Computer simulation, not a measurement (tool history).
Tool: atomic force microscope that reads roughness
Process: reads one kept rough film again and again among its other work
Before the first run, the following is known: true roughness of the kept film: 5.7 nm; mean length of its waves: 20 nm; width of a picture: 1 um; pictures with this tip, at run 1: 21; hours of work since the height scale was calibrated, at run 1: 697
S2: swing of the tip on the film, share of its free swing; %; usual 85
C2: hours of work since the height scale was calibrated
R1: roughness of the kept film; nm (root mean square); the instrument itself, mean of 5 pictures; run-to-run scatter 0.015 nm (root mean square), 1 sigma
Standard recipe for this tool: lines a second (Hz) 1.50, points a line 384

{"run": 1, "day": 0.0, "lines a second (Hz)": 1.5, "S2": 85, "points a line": 384, "pictures with this tip": 21, "C2": 697, "R1": 2.701}
{"day": 0.846, "done": "new tip fitted"}
{"run": 2, "day": 1.533, "lines a second (Hz)": 2.89, "S2": 85, "points a line": 384, "pictures with this tip": 41, "C2": 726, "R1": 2.109}
{"day": 2.004, "done": "new tip fitted"}
{"day": 3.154, "done": "new tip fitted"}
{"run": 3, "day": 3.367, "lines a second (Hz)": 2.89, "S2": 85, "points a line": 384, "pictures with this tip": 13, "C2": 760, "R1": 2.701}
{"run": 4, "day": 4.25, "lines a second (Hz)": 1.5, "S2": 85, "points a line": 462, "pictures with this tip": 65, "C2": 777, "R1": 1.946}
{"day": 4.392, "done": "new tip fitted"}
{"run": 5, "day": 5.396, "lines a second (Hz)": 1.5, "S2": 85, "points a line": 462, "pictures with this tip": 59, "C2": 799, "R1": 2.057}
{"day": 5.675, "done": "new tip fitted"}
{"day": 6.875, "done": "new tip fitted"}
{"run": 6, "day": 6.883, "lines a second (Hz)": 1.51, "S2": 85, "points a line": 384, "pictures with this tip": 1, "C2": 826, "R1": 3.47}
{"run": 7, "day": 7.871, "lines a second (Hz)": 1.5, "S2": 85, "points a line": 538, "pictures with this tip": 59, "C2": 845, "R1": 2.036}
{"day": 8.162, "done": "new tip fitted"}
{"run": 8, "day": 9.05, "lines a second (Hz)": 1.5, "S2": 85, "points a line": 538, "pictures with this tip": 52, "C2": 868, "R1": 2.179}
{"day": 9.462, "done": "new tip fitted"}
{"day": 10.775, "done": "new tip fitted"}
{"run": 9, "day": 10.8, "lines a second (Hz)": 1.5, "S2": 87, "points a line": 384, "pictures with this tip": 2, "C2": 900, "R1": 3.344}
{"day": 11.954, "done": "new tip fitted"}
{"run": 10, "day": 11.988, "lines a second (Hz)": 2.13, "S2": 87, "points a line": 384, "pictures with this tip": 2, "C2": 923, "R1": 3.078}
{"day": 13.196, "done": "new tip fitted"}
{"run": 11, "day": 13.729, "lines a second (Hz)": 2.13, "S2": 87, "points a line": 384, "pictures with this tip": 31, "C2": 956, "R1": 2.43}
{"day": 14.383, "done": "new tip fitted"}
{"run": 12, "day": 14.654, "lines a second (Hz)": 2.13, "S2": 87, "points a line": 384, "pictures with this tip": 16, "C2": 973, "R1": 2.661}
{"day": 15.596, "done": "new tip fitted"}
{"run": 13, "day": 15.638, "lines a second (Hz)": 1.5, "S2": 85, "points a line": 384, "pictures with this tip": 3, "C2": 991, "R1": 3.332}
{"day": 16.804, "done": "new tip fitted"}
{"run": 14, "day": 17.358, "lines a second (Hz)": 0.71, "S2": 85, "points a line": 384, "pictures with this tip": 33, "C2": 1024, "R1": 2.761}
{"day": 17.958, "done": "new tip fitted"}
{"run": 15, "day": 18.729, "lines a second (Hz)": 0.71, "S2": 85, "points a line": 384, "pictures with this tip": 46, "C2": 1050, "R1": 2.395}
{"day": 19.225, "done": "new tip fitted"}
{"run": 16, "day": 20.121, "lines a second (Hz)": 0.71, "S2": 85, "points a line": 771, "pictures with this tip": 53, "C2": 1076, "R1": 2.399}
{"day": 20.421, "done": "new tip fitted"}
{"run": 17, "day": 21.083, "lines a second (Hz)": 0.71, "S2": 85, "points a line": 771, "pictures with this tip": 39, "C2": 1094, "R1": 2.551}
{"day": 21.579, "done": "new tip fitted"}
{"day": 22.8, "done": "new tip fitted"}
{"run": 18, "day": 22.942, "lines a second (Hz)": 1.5, "S2": 64, "points a line": 384, "pictures with this tip": 8, "C2": 1129, "R1": 3.357}
{"day": 24.008, "done": "new tip fitted"}
{"run": 19, "day": 24.438, "lines a second (Hz)": 1.5, "S2": 64, "points a line": 384, "pictures with this tip": 25, "C2": 1157, "R1": 2.997}
{"day": 25.275, "done": "new tip fitted"}
{"run": 20, "day": 26.254, "lines a second (Hz)": 1.5, "S2": 58, "points a line": 384, "pictures with this tip": 58, "C2": 1192, "R1": 2.19}
{"day": 26.479, "done": "new tip fitted"}
{"run": 21, "day": 27.258, "lines a second (Hz)": 1.5, "S2": 72, "points a line": 384, "pictures with this tip": 46, "C2": 1211, "R1": 2.429}
{"day": 27.721, "done": "new tip fitted"}
{"day": 28.896, "done": "new tip fitted"}
{"run": 22, "day": 29.054, "lines a second (Hz)": 1.5, "S2": 72, "points a line": 384, "pictures with this tip": 10, "C2": 1244, "R1": 3.442}
{"day": 30.117, "done": "new tip fitted"}
{"run": 23, "day": 30.717, "lines a second (Hz)": 1.5, "S2": 72, "points a line": 384, "pictures with this tip": 35, "C2": 1276, "R1": 2.559}
{"day": 31.3, "done": "new tip fitted"}
{"run": 24, "day": 31.858, "lines a second (Hz)": 1.5, "S2": 72, "points a line": 384, "pictures with this tip": 33, "C2": 1297, "R1": 2.638}
{"day": 32.538, "done": "new tip fitted"}
{"run": 25, "day": 33.562, "lines a second (Hz)": 1.5, "S2": 72, "points a line": 384, "pictures with this tip": 60, "C2": 1330, "R1": 2.059}
{"day": 33.8, "done": "new tip fitted"}
{"day": 35.042, "done": "new tip fitted"}
{"run": 26, "day": 35.454, "lines a second (Hz)": 0.64, "S2": 68, "points a line": 261, "pictures with this tip": 24, "C2": 1365, "R1": 2.895}
{"day": 36.308, "done": "new tip fitted"}
{"run": 27, "day": 36.308, "lines a second (Hz)": 3.16, "S2": 87, "points a line": 345, "pictures with this tip": 0, "C2": 1381, "R1": 2.974}
{"run": 28, "day": 37.138, "lines a second (Hz)": 1.19, "S2": 87, "points a line": 691, "pictures with this tip": 49, "C2": 1397, "R1": 2.212}
{"day": 37.529, "done": "new tip fitted"}
{"run": 29, "day": 38.638, "lines a second (Hz)": 1.19, "S2": 87, "points a line": 389, "pictures with this tip": 65, "C2": 1425, "R1": 1.964}
{"day": 38.762, "done": "new tip fitted"}
{"day": 38.804, "done": "height scale calibrated on a step standard"}
{"day": 40.004, "done": "new tip fitted"}
{"run": 30, "day": 40.067, "lines a second (Hz)": 1.19, "S2": 87, "points a line": 389, "pictures with this tip": 4, "C2": 24, "R1": 3.328}
{"day": 41.3, "done": "new tip fitted"}
{"run": 31, "day": 41.438, "lines a second (Hz)": 2.7, "S2": 61, "points a line": 420, "pictures with this tip": 8, "C2": 50, "R1": 3.198}
{"day": 42.571, "done": "new tip fitted"}
{"run": 32, "day": 43.275, "lines a second (Hz)": 1.6, "S2": 77, "points a line": 683, "pictures with this tip": 42, "C2": 85, "R1": 2.262}
{"day": 43.783, "done": "new tip fitted"}
{"run": 33, "day": 44.4, "lines a second (Hz)": 1.6, "S2": 77, "points a line": 683, "pictures with this tip": 36, "C2": 106, "R1": 2.474}
{"day": 44.996, "done": "new tip fitted"}
{"run": 34, "day": 45.404, "lines a second (Hz)": 3.59, "S2": 58, "points a line": 257, "pictures with this tip": 24, "C2": 125, "R1": 2.718}
{"day": 46.246, "done": "new tip fitted"}
{"run": 35, "day": 47.308, "lines a second (Hz)": 1.5, "S2": 57, "points a line": 318, "pictures with this tip": 63, "C2": 161, "R1": 2.177}
{"day": 47.438, "done": "new tip fitted"}
{"day": 48.592, "done": "new tip fitted"}
{"run": 36, "day": 48.692, "lines a second (Hz)": 1.53, "S2": 57, "points a line": 688, "pictures with this tip": 6, "C2": 186, "R1": 3.564}
{"day": 49.758, "done": "new tip fitted"}
{"day": 50.138, "done": "height scale calibrated on a step standard, once more"}
{"run": 37, "day": 50.612, "lines a second (Hz)": 1.53, "S2": 57, "points a line": 688, "pictures with this tip": 48, "C2": 9, "R1": 2.482}
{"day": 51.088, "done": "new tip fitted"}
{"run": 38, "day": 51.679, "lines a second (Hz)": 1.53, "S2": 57, "points a line": 688, "pictures with this tip": 35, "C2": 29, "R1": 2.701}
{"day": 52.354, "done": "new tip fitted"}
{"run": 39, "day": 53.417, "lines a second (Hz)": 1.53, "S2": 79, "points a line": 669, "pictures with this tip": 63, "C2": 62, "R1": 2.039}
{"day": 53.546, "done": "new tip fitted"}
{"run": 40, "day": 54.212, "lines a second (Hz)": 2.07, "S2": 85, "points a line": 384, "pictures with this tip": 40, "C2": 77, "R1": 2.345}
{"day": 54.729, "done": "new tip fitted"}
{"run": 41, "day": 55.338, "lines a second (Hz)": 2.07, "S2": 85, "points a line": 384, "pictures with this tip": 36, "C2": 98, "R1": 2.298}
{"day": 55.946, "done": "new tip fitted"}
{"run": 42, "day": 56.229, "lines a second (Hz)": 2.01, "S2": 72, "points a line": 401, "pictures with this tip": 16, "C2": 115, "R1": 3.115}
{"day": 57.121, "done": "new tip fitted"}
{"run": 43, "day": 57.383, "lines a second (Hz)": 2.01, "S2": 72, "points a line": 401, "pictures with this tip": 15, "C2": 137, "R1": 3.057}
{"day": 58.283, "done": "new tip fitted"}
{"run": 44, "day": 59.029, "lines a second (Hz)": 2.01, "S2": 72, "points a line": 401, "pictures with this tip": 44, "C2": 168, "R1": 2.399}
{"day": 59.492, "done": "new tip fitted"}
{"run": 45, "day": 60.433, "lines a second (Hz)": 2.04, "S2": 86, "points a line": 863, "pictures with this tip": 56, "C2": 194, "R1": 2.065}
{"day": 60.712, "done": "new tip fitted"}
{"day": 61.925, "done": "new tip fitted"}
{"run": 46, "day": 62.008, "lines a second (Hz)": 1.07, "S2": 87, "points a line": 384, "pictures with this tip": 5, "C2": 224, "R1": 3.384}
{"day": 63.192, "done": "new tip fitted"}
{"run": 47, "day": 63.246, "lines a second (Hz)": 0.82, "S2": 69, "points a line": 384, "pictures with this tip": 3, "C2": 247, "R1": 3.719}

Results for each run, recomputed without the tool's hidden state and with each run's random variation untouched:
The tool's hidden condition here consists of: radius of the tip, nm; height scale over the true one, %; drift of the gauge itself on roughness_nm, %.
run=1 R1=3.544
run=2 R1=3.167
run=3 R1=3.179
run=4 R1=3.547
run=5 R1=3.502
run=6 R1=3.541
run=7 R1=3.576
run=8 R1=3.560
run=9 R1=3.478
run=10 R1=3.286
run=11 R1=3.319
run=12 R1=3.303
run=13 R1=3.541
run=14 R1=3.782
run=15 R1=3.779
run=16 R1=3.832
run=17 R1=3.868
run=18 R1=3.848
run=19 R1=3.818
run=20 R1=3.914
run=21 R1=3.751
run=22 R1=3.777
run=23 R1=3.736
run=24 R1=3.744
run=25 R1=3.726
run=26 R1=3.843
run=27 R1=3.049
run=28 R1=3.625
run=29 R1=3.621
run=30 R1=3.571
run=31 R1=3.771
run=32 R1=3.706
run=33 R1=3.703
run=34 R1=3.667
run=35 R1=3.867
run=36 R1=3.953
run=37 R1=3.942
run=38 R1=3.953
run=39 R1=3.678
run=40 R1=3.380
run=41 R1=3.378
run=42 R1=3.709
run=43 R1=3.662
run=44 R1=3.660
run=45 R1=3.399
run=46 R1=3.625
run=47 R1=3.872
